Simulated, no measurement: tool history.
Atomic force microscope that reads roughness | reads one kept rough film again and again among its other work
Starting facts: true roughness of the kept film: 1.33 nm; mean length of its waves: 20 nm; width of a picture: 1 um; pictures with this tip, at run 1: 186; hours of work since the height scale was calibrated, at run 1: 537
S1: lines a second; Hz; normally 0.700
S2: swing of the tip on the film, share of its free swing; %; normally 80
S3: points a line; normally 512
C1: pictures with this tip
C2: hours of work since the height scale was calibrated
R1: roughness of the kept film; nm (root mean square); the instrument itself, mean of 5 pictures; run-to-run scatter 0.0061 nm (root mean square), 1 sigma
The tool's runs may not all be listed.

| run | hour | S1 | S2 | S3 | C1 | C2 | R1 |
|---|---|---|---|---|---|---|---|
| 1 | 0.0 | 0.700 | 80 | 512 | 186 | 537 | 0.993 |
| 2 | 19.5 | 0.700 | 80 | 512 | 235 | 552 | 0.969 |
| 3 | 50.1 | 0.700 | 68 | 512 | 311 | 575 | 0.940 |
| 4 | 68.6 | 0.700 | 80 | 512 | 357 | 589 | 0.898 |
|  | 83.0 | new tip fitted |
| 5 | 103.3 | 0.700 | 80 | 512 | 51 | 615 | 1.086 |
| 6 | 130.3 | 2.938 | 80 | 512 | 118 | 635 | 0.882 |
| 7 | 147.3 | 0.700 | 80 | 512 | 160 | 648 | 1.012 |
| 8 | 183.6 | 0.700 | 80 | 512 | 250 | 675 | 0.956 |
| 9 | 215.3 | 0.700 | 72 | 512 | 329 | 699 | 0.937 |
|  | 240.6 | new tip fitted |
| 10 | 250.9 | 0.700 | 72 | 512 | 26 | 726 | 1.119 |
| 11 | 288.8 | 0.700 | 79 | 512 | 120 | 755 | 1.037 |
|  | 291.7 | height scale calibrated on a step standard |
| 12 | 320.3 | 2.037 | 68 | 535 | 196 | 22 | 0.969 |
| 13 | 345.5 | 1.212 | 69 | 512 | 259 | 41 | 0.956 |
| 14 | 379.1 | 1.212 | 69 | 512 | 342 | 66 | 0.925 |
|  | 398.1 | new tip fitted |
| 15 | 409.4 | 1.212 | 69 | 512 | 28 | 89 | 1.110 |
|  | 438.1 | height scale calibrated on a step standard, once more |
| 16 | 444.0 | 1.212 | 69 | 512 | 112 | 4 | 1.072 |
| 17 | 478.5 | 1.212 | 69 | 512 | 197 | 31 | 1.002 |
| 18 | 518.1 | 1.212 | 69 | 406 | 296 | 61 | 0.934 |
| 19 | 536.0 | 1.449 | 84 | 303 | 340 | 74 | 0.839 |
|  | 556.6 | new tip fitted |
| 20 | 571.3 | 1.198 | 70 | 534 | 36 | 100 | 1.110 |
| 21 | 589.5 | 0.807 | 65 | 904 | 82 | 114 | 1.108 |
| 22 | 607.2 | 0.807 | 65 | 904 | 126 | 128 | 1.083 |

How the hidden state differs across the entries between the runs, from the last listed run before each to the first after it:
Logged between run 4 and run 5: new tip fitted (hour 83.0)
  radius of the tip, nm: 28.3 -> 10.2; height scale over the true one, %: -0.49 -> -0.51
  what was measured, less what the result would be without the hidden state, R1: -0.236 -> -0.048 nm (root mean square)
Logged between run 9 and run 10: new tip fitted (hour 240.6)
  radius of the tip, nm: 26 -> 9; height scale over the true one, %: -0.57 -> -0.59
  what was measured, less what the result would be without the hidden state, R1: -0.221 -> -0.034 nm (root mean square)
Logged between run 11 and run 12: height scale calibrated on a step standard (hour 291.7)
  radius of the tip, nm: 14.2 -> 18; height scale over the true one, %: -0.61 -> -0.74
  what was measured, less what the result would be without the hidden state, R1: -0.097 -> -0.136 nm (root mean square)
Logged between run 14 and run 15: new tip fitted (hour 398.1)
  radius of the tip, nm: 25.7 -> 8.4; height scale over the true one, %: -0.78 -> -0.79
  what was measured, less what the result would be without the hidden state, R1: -0.216 -> -0.028 nm (root mean square)
Logged between run 15 and run 16: height scale calibrated on a step standard, once more (hour 438.1)
  radius of the tip, nm: 8.4 -> 12.7; height scale over the true one, %: -0.79 -> -0.02
  what was measured, less what the result would be without the hidden state, R1: -0.028 -> -0.074 nm (root mean square)
Logged between run 19 and run 20: new tip fitted (hour 556.6)
  radius of the tip, nm: 25.7 -> 9.2; height scale over the true one, %: -0.08 -> -0.1
  what was measured, less what the result would be without the hidden state, R1: -0.189 -> -0.030 nm (root mean square)
